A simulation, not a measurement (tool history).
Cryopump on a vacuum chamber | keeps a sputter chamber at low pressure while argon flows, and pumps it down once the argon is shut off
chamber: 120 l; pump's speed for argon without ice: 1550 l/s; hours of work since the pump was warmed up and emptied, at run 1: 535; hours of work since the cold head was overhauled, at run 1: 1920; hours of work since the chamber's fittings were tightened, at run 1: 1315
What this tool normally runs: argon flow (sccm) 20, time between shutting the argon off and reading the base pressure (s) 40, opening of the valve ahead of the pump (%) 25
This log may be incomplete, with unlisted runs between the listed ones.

| run | hour | argon flow (sccm) | time between shutting the argon off and reading the base pressure (s) | opening of the valve ahead of the pump (%) | hours of work since the pump was warmed up and emptied | hours of work since the cold head was overhauled | hours of work since the chamber's fittings were tightened | pressure while argon flows (Pa) | pressure after the wait (uPa) |
|---|---|---|---|---|---|---|---|---|---|
| 1 | 0.0 | 20 | 40 | 25 | 535 | 1920 | 1315 | 0.0969 | 2.73 |
| 2 | 66.6 | 20 | 40 | 25 | 586 | 1971 | 1366 | 0.0978 | 2.80 |
|  | 116.5 | pump warmed up, emptied and cooled again |
| 3 | 120.3 | 20 | 40 | 18 | 3 | 2008 | 1404 | 0.1220 | 2.35 |
| 4 | 194.8 | 20 | 40 | 18 | 60 | 2066 | 1461 | 0.1222 | 2.49 |
| 5 | 251.5 | 20 | 40 | 25 | 104 | 2109 | 1504 | 0.0889 | 2.44 |
| 6 | 318.2 | 20 | 40 | 25 | 155 | 2160 | 1556 | 0.0897 | 2.61 |
| 7 | 361.3 | 20 | 40 | 25 | 188 | 2194 | 1589 | 0.0905 | 2.64 |
| 8 | 431.9 | 20 | 40 | 25 | 242 | 2248 | 1643 | 0.0912 | 2.67 |
| 9 | 483.4 | 20 | 40 | 25 | 282 | 2287 | 1683 | 0.0909 | 2.74 |
| 10 | 556.1 | 20 | 40 | 28 | 338 | 2343 | 1739 | 0.0823 | 2.84 |
| 11 | 628.9 | 20 | 40 | 28 | 394 | 2399 | 1795 | 0.0840 | 2.97 |
| 12 | 680.9 | 20 | 40 | 25 | 434 | 2439 | 1835 | 0.0941 | 3.05 |
| 13 | 744.1 | 18 | 40 | 21 | 483 | 2488 | 1883 | 0.1006 | 3.16 |
| 14 | 778.5 | 11 | 189 | 31 | 509 | 2514 | 1910 | 0.0430 | 2.25 |
| 15 | 849.9 | 11 | 189 | 31 | 564 | 2569 | 1964 | 0.0451 | 2.40 |
| 16 | 914.3 | 11 | 189 | 31 | 613 | 2619 | 2014 | 0.0450 | 2.53 |
|  | 923.6 | pump warmed up, emptied and cooled again |
| 17 | 959.3 | 20 | 28 | 23 | 27 | 2649 | 2045 | 0.0955 | 3.38 |
| 18 | 1042.6 | 28 | 40 | 40 | 91 | 2714 | 2109 | 0.0781 | 2.98 |
| 19 | 1088.0 | 28 | 24 | 27 | 126 | 2748 | 2144 | 0.1170 | 3.89 |
| 20 | 1130.0 | 28 | 24 | 27 | 159 | 2781 | 2176 | 0.1183 | 3.96 |
| 21 | 1193.0 | 9 | 184 | 20 | 207 | 2829 | 2224 | 0.0505 | 2.09 |
| 22 | 1244.0 | 9 | 184 | 44 | 246 | 2868 | 2264 | 0.0249 | 2.22 |
| 23 | 1300.6 | 12 | 222 | 26 | 290 | 2912 | 2307 | 0.0531 | 2.22 |

Below are 4 alternative next runs, each starting from the tool's condition after run 23. Predict each:
| A | 1359.6 | 28 | 21 | 50 | 335 | 2957 | 2352 | ? | ? |
| B | 1359.6 | 9 | 45 | 26 | 335 | 2957 | 2352 | ? | ? |
| C | 1359.6 | 10 | 54 | 24 | 335 | 2957 | 2352 | ? | ? |
| D | 1359.6 | 20 | 222 | 26 | 335 | 2957 | 2352 | ? | ? |

| run | pressure while argon flows (Pa) | pressure after the wait (uPa) |
|---|---|---|
| A | 0.0686 | 4.58 |
| B | 0.0405 | 3.20 |
| C | 0.0484 | 3.10 |
| D | 0.0896 | 2.31 |
With no hidden state in the tool, these same runs would have given:
| run | pressure while argon flows (Pa) | pressure after the wait (uPa) |
|---|---|---|
| A | 0.0605 | 2.64 |
| B | 0.0379 | 1.29 |
| C | 0.0456 | 1.14 |
| D | 0.0838 | 0.41 |
